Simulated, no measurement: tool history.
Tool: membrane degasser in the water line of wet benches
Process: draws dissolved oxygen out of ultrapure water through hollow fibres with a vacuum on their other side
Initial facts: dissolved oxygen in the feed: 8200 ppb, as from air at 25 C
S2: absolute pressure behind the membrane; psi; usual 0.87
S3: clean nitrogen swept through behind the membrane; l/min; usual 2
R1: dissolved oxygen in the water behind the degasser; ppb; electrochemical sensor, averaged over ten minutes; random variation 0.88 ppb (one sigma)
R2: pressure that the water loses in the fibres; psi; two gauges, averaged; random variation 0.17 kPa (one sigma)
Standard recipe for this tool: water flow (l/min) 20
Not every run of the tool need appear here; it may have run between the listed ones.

{"run": 1, "hour": 0.0, "water flow (l/min)": 20, "S2": 0.87, "S3": 2, "R1": 93.9, "R2": 4.118}
{"run": 2, "hour": 252.2, "water flow (l/min)": 20, "S2": 0.87, "S3": 2, "R1": 96, "R2": 4.125}
{"run": 3, "hour": 402.1, "water flow (l/min)": 20, "S2": 0.87, "S3": 2, "R1": 95.9, "R2": 4.115}
{"run": 4, "hour": 659.1, "water flow (l/min)": 20, "S2": 0.87, "S3": 2, "R1": 95.4, "R2": 4.155}
{"run": 5, "hour": 884.5, "water flow (l/min)": 20, "S2": 0.87, "S3": 2, "R1": 95.6, "R2": 4.112}
{"run": 6, "hour": 1100.8, "water flow (l/min)": 31, "S2": 0.87, "S3": 2, "R1": 260.1, "R2": 6.457}
{"run": 7, "hour": 1340.8, "water flow (l/min)": 20, "S2": 0.87, "S3": 1.32, "R1": 128.8, "R2": 4.181}
{"run": 8, "hour": 1660.2, "water flow (l/min)": 20, "S2": 0.87, "S3": 1.93, "R1": 101.3, "R2": 4.16}
{"run": 9, "hour": 1891.1, "water flow (l/min)": 20, "S2": 0.87, "S3": 5.93, "R1": 55.3, "R2": 4.199}
{"run": 10, "hour": 2042.6, "water flow (l/min)": 20, "S2": 0.87, "S3": 5.93, "R1": 54.9, "R2": 4.215}
{"run": 11, "hour": 2344.0, "water flow (l/min)": 20, "S2": 0.87, "S3": 5.93, "R1": 55.2, "R2": 4.187}
{"run": 12, "hour": 2618.9, "water flow (l/min)": 22, "S2": 0.87, "S3": 5.93, "R1": 74.4, "R2": 4.596}
{"run": 13, "hour": 2918.1, "water flow (l/min)": 20, "S2": 0.87, "S3": 2, "R1": 101.1, "R2": 4.273}
{"hour": 3014.8, "done": "seals of the vacuum lines changed"}
{"run": 14, "hour": 3120.4, "water flow (l/min)": 20, "S2": 0.87, "S3": 2, "R1": 102.5, "R2": 4.194}
{"run": 15, "hour": 3304.4, "water flow (l/min)": 20, "S2": 0.87, "S3": 2, "R1": 101.8, "R2": 4.189}
{"run": 16, "hour": 3472.1, "water flow (l/min)": 20, "S2": 0.87, "S3": 2, "R1": 101.4, "R2": 4.197}
{"run": 17, "hour": 3719.8, "water flow (l/min)": 20, "S2": 1.347, "S3": 0.97, "R1": 315.4, "R2": 4.189}
{"run": 18, "hour": 3936.1, "water flow (l/min)": 18, "S2": 0.87, "S3": 5.89, "R1": 43.1, "R2": 3.775}
{"run": 19, "hour": 4241.7, "water flow (l/min)": 25, "S2": 0.87, "S3": 5.89, "R1": 114.7, "R2": 5.298}
{"run": 20, "hour": 4379.0, "water flow (l/min)": 20, "S2": 1.556, "S3": 2, "R1": 209.5, "R2": 4.277}
{"run": 21, "hour": 4693.8, "water flow (l/min)": 20, "S2": 1.556, "S3": 2, "R1": 216.6, "R2": 4.303}

Expected results for the next run?
{"hour": 4711.5, "done": "vacuum gauge calibrated"}
{"run": 22, "hour": 4972.1, "water flow (l/min)": 20, "S2": 0.972, "S3": 2, "R1": "?", "R2": "?"}

For run 22 the tool returned R1 121.8 ppb, R2 4.221 psi.
Minus the tool's unlogged condition, the same run would have read R1 98.7 ppb, R2 3.756 psi.

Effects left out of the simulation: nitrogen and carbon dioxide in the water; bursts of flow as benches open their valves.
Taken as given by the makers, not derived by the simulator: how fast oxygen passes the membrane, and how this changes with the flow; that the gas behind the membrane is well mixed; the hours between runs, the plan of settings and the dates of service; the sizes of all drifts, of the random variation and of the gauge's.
